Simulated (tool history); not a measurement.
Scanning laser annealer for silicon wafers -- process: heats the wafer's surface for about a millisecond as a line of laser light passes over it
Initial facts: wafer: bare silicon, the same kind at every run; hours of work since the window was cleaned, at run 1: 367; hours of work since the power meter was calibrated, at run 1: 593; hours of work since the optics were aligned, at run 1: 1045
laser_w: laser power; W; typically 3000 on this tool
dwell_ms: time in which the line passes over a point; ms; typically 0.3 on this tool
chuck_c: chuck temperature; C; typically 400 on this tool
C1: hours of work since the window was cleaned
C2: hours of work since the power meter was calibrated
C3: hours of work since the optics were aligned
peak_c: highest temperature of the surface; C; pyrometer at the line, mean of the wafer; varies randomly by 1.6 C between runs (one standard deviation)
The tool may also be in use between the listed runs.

Run 1, hour 0: usual settings; C1 367; C2 593; C3 1045. Result: peak_c 1144 C.
Run 2, hour 17.4: usual settings; C1 380; C2 606; C3 1058. Result: peak_c 1147 C.
Run 3, hour 33.3: usual settings; C1 392; C2 618; C3 1070. Result: peak_c 1146 C.
Run 4, hour 42.9: usual settings but laser_w 3061 W; C1 399; C2 625; C3 1077. Result: peak_c 1163 C.
Run 5, hour 52.4: usual settings but laser_w 3061 W; C1 406; C2 632; C3 1084. Result: peak_c 1163 C.
Run 6, hour 72: usual settings but laser_w 3061 W; C1 420; C2 647; C3 1099. Result: peak_c 1163 C.
Run 7, hour 89.3: usual settings but laser_w 3061 W; C1 433; C2 660; C3 1112. Result: peak_c 1163 C.
Run 8, hour 104.5: usual settings but laser_w 3061 W; C1 445; C2 671; C3 1123. Result: peak_c 1165 C.
Run 9, hour 113.9: usual settings; C1 452; C2 678; C3 1130. Result: peak_c 1145 C.
Run 10, hour 133.5: usual settings; C1 466; C2 692; C3 1145. Result: peak_c 1144 C.
Run 11, hour 148.9: usual settings; C1 478; C2 704; C3 1156. Result: peak_c 1145 C.
Run 12, hour 160.7: usual settings; C1 486; C2 713; C3 1165. Result: peak_c 1147 C.
Run 13, hour 169.9: usual settings but chuck_c 434 C; C1 493; C2 720; C3 1172. Result: peak_c 1178 C.
Run 14, hour 180.4: usual settings but chuck_c 434 C; C1 501; C2 727; C3 1180. Result: peak_c 1178 C.
Run 15, hour 193.5: usual settings but chuck_c 406 C; C1 511; C2 737; C3 1189. Result: peak_c 1153 C.
Run 16, hour 202.2: usual settings; C1 517; C2 744; C3 1196. Result: peak_c 1147 C.
Run 17, hour 219.3: usual settings; C1 530; C2 756; C3 1208. Result: peak_c 1144 C.
Run 18, hour 228.6: usual settings; C1 537; C2 763; C3 1215. Result: peak_c 1145 C.
Run 19, hour 239.6: usual settings but chuck_c 379 C; C1 545; C2 771; C3 1224. Result: peak_c 1121 C.
Run 20, hour 257.8: usual settings but chuck_c 379 C; C1 559; C2 785; C3 1237. Result: peak_c 1127 C.
Run 21, hour 275.9: usual settings but laser_w 2970 W, dwell_ms 0.281 ms, chuck_c 431 C; C1 572; C2 798; C3 1251. Result: peak_c 1145 C.
Run 22, hour 289.9: usual settings but laser_w 3036 W, chuck_c 406 C; C1 583; C2 809; C3 1261. Result: peak_c 1163 C.
Run 23, hour 308.7: usual settings but laser_w 2589 W, dwell_ms 0.307 ms, chuck_c 403 C; C1 597; C2 823; C3 1275. Result: peak_c 1042 C.
Run 24, hour 323.4: usual settings but laser_w 2589 W, dwell_ms 0.307 ms, chuck_c 403 C; C1 608; C2 834; C3 1286. Result: peak_c 1044 C.
Run 25, hour 335.7: usual settings but laser_w 2589 W, dwell_ms 0.307 ms, chuck_c 403 C; C1 617; C2 843; C3 1295. Result: peak_c 1041 C.
Run 26, hour 344.3: usual settings but laser_w 2589 W, dwell_ms 0.307 ms, chuck_c 403 C; C1 623; C2 849; C3 1302. Result: peak_c 1043 C.
Run 27, hour 364.2: usual settings but laser_w 2589 W, dwell_ms 0.307 ms, chuck_c 403 C; C1 638; C2 864; C3 1316. Result: peak_c 1041 C.
Run 28, hour 379.5: usual settings but laser_w 2589 W, dwell_ms 0.257 ms, chuck_c 362 C; C1 649; C2 876; C3 1328. Result: peak_c 951 C.
Run 29, hour 394.7: usual settings but laser_w 2589 W, dwell_ms 0.257 ms, chuck_c 362 C; C1 661; C2 887; C3 1339. Result: peak_c 951 C.
Run 30, hour 414.5: usual settings but laser_w 2589 W, dwell_ms 0.257 ms, chuck_c 362 C; C1 675; C2 902; C3 1354. Result: peak_c 951 C.
Run 31, hour 424.1: usual settings but laser_w 2589 W, dwell_ms 0.369 ms, chuck_c 362 C; C1 683; C2 909; C3 1361. Result: peak_c 1056 C.
Run 32, hour 437.2: usual settings but chuck_c 404 C; C1 692; C2 919; C3 1371. Result: peak_c 1152 C.
Run 33, hour 451.6: usual settings but chuck_c 404 C; C1 703; C2 929; C3 1381. Result: peak_c 1152 C.
Run 34, hour 465.3: usual settings but dwell_ms 0.234 ms, chuck_c 404 C; C1 713; C2 939; C3 1392. Result: peak_c 1067 C.
Run 35, hour 481.4: usual settings but laser_w 2993 W, dwell_ms 0.234 ms, chuck_c 392 C; C1 725; C2 951; C3 1404. Result: peak_c 1059 C.
Run 36, hour 496.8: usual settings but laser_w 2993 W, dwell_ms 0.25 ms, chuck_c 401 C; C1 737; C2 963; C3 1415. Result: peak_c 1083 C.
Run 37, hour 515.3: usual settings but laser_w 2993 W, dwell_ms 0.25 ms, chuck_c 401 C; C1 750; C2 977; C3 1429. Result: peak_c 1083 C.
Run 38, hour 531.1: usual settings but laser_w 2762 W, dwell_ms 0.25 ms, chuck_c 414 C; C1 762; C2 988; C3 1441. Result: peak_c 1037 C.
Run 39, hour 549.6: usual settings but laser_w 3088 W, dwell_ms 0.291 ms, chuck_c 385 C; C1 776; C2 1002; C3 1454. Result: peak_c 1147 C.
Run 40, hour 562.7: usual settings but laser_w 2708 W, dwell_ms 0.259 ms, chuck_c 427 C; C1 786; C2 1012; C3 1464. Result: peak_c 1047 C.

4 ways to go on from here, each from the tool as it stands after run 40. What would each give?
Run A, hour 572.3: usual settings but laser_w 3164 W, dwell_ms 0.259 ms, chuck_c 427 C; C1 793; C2 1019; C3 1471. Result: peak_c ?.
Run B, hour 572.3: usual settings but chuck_c 405 C; C1 793; C2 1019; C3 1471. Result: peak_c ?.
Run C, hour 572.3: usual settings but laser_w 3211 W; C1 793; C2 1019; C3 1471. Result: peak_c ?.
Run D, hour 572.3: usual settings but laser_w 2751 W, dwell_ms 0.259 ms, chuck_c 369 C; C1 793; C2 1019; C3 1471. Result: peak_c ?.

run  peak_c
  A    1169
  B    1151
  C    1204
  D    1001
With no hidden state in the tool, these same runs would have given:
run  peak_c
  A    1169
  B    1152
  C    1205
  D    1001
